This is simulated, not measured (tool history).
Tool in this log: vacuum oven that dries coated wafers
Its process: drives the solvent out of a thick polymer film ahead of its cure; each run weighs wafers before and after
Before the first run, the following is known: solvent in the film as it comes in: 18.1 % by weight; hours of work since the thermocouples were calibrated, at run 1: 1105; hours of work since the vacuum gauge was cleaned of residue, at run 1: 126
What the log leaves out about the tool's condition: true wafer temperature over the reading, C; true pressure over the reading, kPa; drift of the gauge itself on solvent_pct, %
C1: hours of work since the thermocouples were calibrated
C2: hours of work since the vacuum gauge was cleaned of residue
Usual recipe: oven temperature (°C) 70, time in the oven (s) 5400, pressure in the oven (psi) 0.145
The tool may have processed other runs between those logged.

{"run": 1, "hour": 0.0, "oven temperature (°C)": 70, "time in the oven (s)": 5400, "pressure in the oven (psi)": 0.145, "C1": 1105, "C2": 126, "solvent left in the film (%)": 1.85}
{"run": 2, "hour": 12.9, "oven temperature (°C)": 70, "time in the oven (s)": 5400, "pressure in the oven (psi)": 0.145, "C1": 1114, "C2": 135, "solvent left in the film (%)": 1.84}
{"run": 3, "hour": 23.6, "oven temperature (°C)": 70, "time in the oven (s)": 5400, "pressure in the oven (psi)": 0.145, "C1": 1121, "C2": 142, "solvent left in the film (%)": 1.85}
{"run": 4, "hour": 40.2, "oven temperature (°C)": 70, "time in the oven (s)": 5400, "pressure in the oven (psi)": 0.145, "C1": 1132, "C2": 153, "solvent left in the film (%)": 1.85}
{"run": 5, "hour": 53.4, "oven temperature (°C)": 61, "time in the oven (s)": 5400, "pressure in the oven (psi)": 0.145, "C1": 1141, "C2": 161, "solvent left in the film (%)": 4.68}
{"run": 6, "hour": 60.8, "oven temperature (°C)": 70, "time in the oven (s)": 5400, "pressure in the oven (psi)": 0.428, "C1": 1145, "C2": 166, "solvent left in the film (%)": 2.59}
{"run": 7, "hour": 73.3, "oven temperature (°C)": 70, "time in the oven (s)": 5400, "pressure in the oven (psi)": 0.428, "C1": 1154, "C2": 175, "solvent left in the film (%)": 2.58}
{"run": 8, "hour": 84.1, "oven temperature (°C)": 70, "time in the oven (s)": 5400, "pressure in the oven (psi)": 0.428, "C1": 1161, "C2": 182, "solvent left in the film (%)": 2.59}
{"run": 9, "hour": 98.5, "oven temperature (°C)": 70, "time in the oven (s)": 5400, "pressure in the oven (psi)": 0.428, "C1": 1170, "C2": 191, "solvent left in the film (%)": 2.59}
{"run": 10, "hour": 113.6, "oven temperature (°C)": 70, "time in the oven (s)": 5400, "pressure in the oven (psi)": 0.428, "C1": 1180, "C2": 201, "solvent left in the film (%)": 2.58}
{"run": 11, "hour": 128.9, "oven temperature (°C)": 70, "time in the oven (s)": 7680, "pressure in the oven (psi)": 0.428, "C1": 1190, "C2": 211, "solvent left in the film (%)": 1.75}
{"run": 12, "hour": 143.8, "oven temperature (°C)": 70, "time in the oven (s)": 7680, "pressure in the oven (psi)": 0.428, "C1": 1200, "C2": 221, "solvent left in the film (%)": 1.71}
{"run": 13, "hour": 153.0, "oven temperature (°C)": 70, "time in the oven (s)": 7680, "pressure in the oven (psi)": 0.428, "C1": 1206, "C2": 227, "solvent left in the film (%)": 1.74}
{"run": 14, "hour": 163.3, "oven temperature (°C)": 72, "time in the oven (s)": 5400, "pressure in the oven (psi)": 0.145, "C1": 1213, "C2": 234, "solvent left in the film (%)": 1.4}
{"run": 15, "hour": 172.0, "oven temperature (°C)": 72, "time in the oven (s)": 5400, "pressure in the oven (psi)": 0.145, "C1": 1219, "C2": 239, "solvent left in the film (%)": 1.42}
{"run": 16, "hour": 183.8, "oven temperature (°C)": 66, "time in the oven (s)": 2940, "pressure in the oven (psi)": 0.126, "C1": 1226, "C2": 247, "solvent left in the film (%)": 5.91}
{"run": 17, "hour": 191.6, "oven temperature (°C)": 70, "time in the oven (s)": 4200, "pressure in the oven (psi)": 0.077, "C1": 1232, "C2": 252, "solvent left in the film (%)": 2.63}
{"run": 18, "hour": 200.9, "oven temperature (°C)": 70, "time in the oven (s)": 4200, "pressure in the oven (psi)": 0.077, "C1": 1238, "C2": 259, "solvent left in the film (%)": 2.61}
{"run": 19, "hour": 212.0, "oven temperature (°C)": 70, "time in the oven (s)": 5220, "pressure in the oven (psi)": 0.086, "C1": 1245, "C2": 266, "solvent left in the film (%)": 1.82}
{"run": 20, "hour": 221.2, "oven temperature (°C)": 70, "time in the oven (s)": 3660, "pressure in the oven (psi)": 0.086, "C1": 1251, "C2": 272, "solvent left in the film (%)": 3.27}
{"run": 21, "hour": 230.4, "oven temperature (°C)": 73, "time in the oven (s)": 7020, "pressure in the oven (psi)": 0.145, "C1": 1257, "C2": 278, "solvent left in the film (%)": 0.71}
{"hour": 239.2, "done": "oven's thermocouples calibrated"}
{"run": 22, "hour": 241.3, "oven temperature (°C)": 77, "time in the oven (s)": 8580, "pressure in the oven (psi)": 0.196, "C1": 1, "C2": 284, "solvent left in the film (%)": 0.47}
{"run": 23, "hour": 255.9, "oven temperature (°C)": 55, "time in the oven (s)": 5580, "pressure in the oven (psi)": 0.102, "C1": 11, "C2": 293, "solvent left in the film (%)": 6.69}
{"run": 24, "hour": 265.1, "oven temperature (°C)": 70, "time in the oven (s)": 4260, "pressure in the oven (psi)": 0.145, "C1": 17, "C2": 299, "solvent left in the film (%)": 2.77}
{"run": 25, "hour": 276.0, "oven temperature (°C)": 70, "time in the oven (s)": 4260, "pressure in the oven (psi)": 0.145, "C1": 24, "C2": 307, "solvent left in the film (%)": 2.75}
{"run": 26, "hour": 287.5, "oven temperature (°C)": 70, "time in the oven (s)": 4260, "pressure in the oven (psi)": 0.145, "C1": 32, "C2": 314, "solvent left in the film (%)": 2.8}
{"run": 27, "hour": 300.6, "oven temperature (°C)": 70, "time in the oven (s)": 4260, "pressure in the oven (psi)": 0.145, "C1": 40, "C2": 323, "solvent left in the film (%)": 2.75}

Forecast run 28:
{"run": 28, "hour": 314.5, "oven temperature (°C)": 70, "time in the oven (s)": 3180, "pressure in the oven (psi)": 0.162, "C1": 50, "C2": 332, "solvent left in the film (%)": "?"}

{"run 28": {"solvent left in the film (%)": 4.16}}
The same run, on a tool lacking any hidden state, would have yielded solvent left in the film (%) 4.16.

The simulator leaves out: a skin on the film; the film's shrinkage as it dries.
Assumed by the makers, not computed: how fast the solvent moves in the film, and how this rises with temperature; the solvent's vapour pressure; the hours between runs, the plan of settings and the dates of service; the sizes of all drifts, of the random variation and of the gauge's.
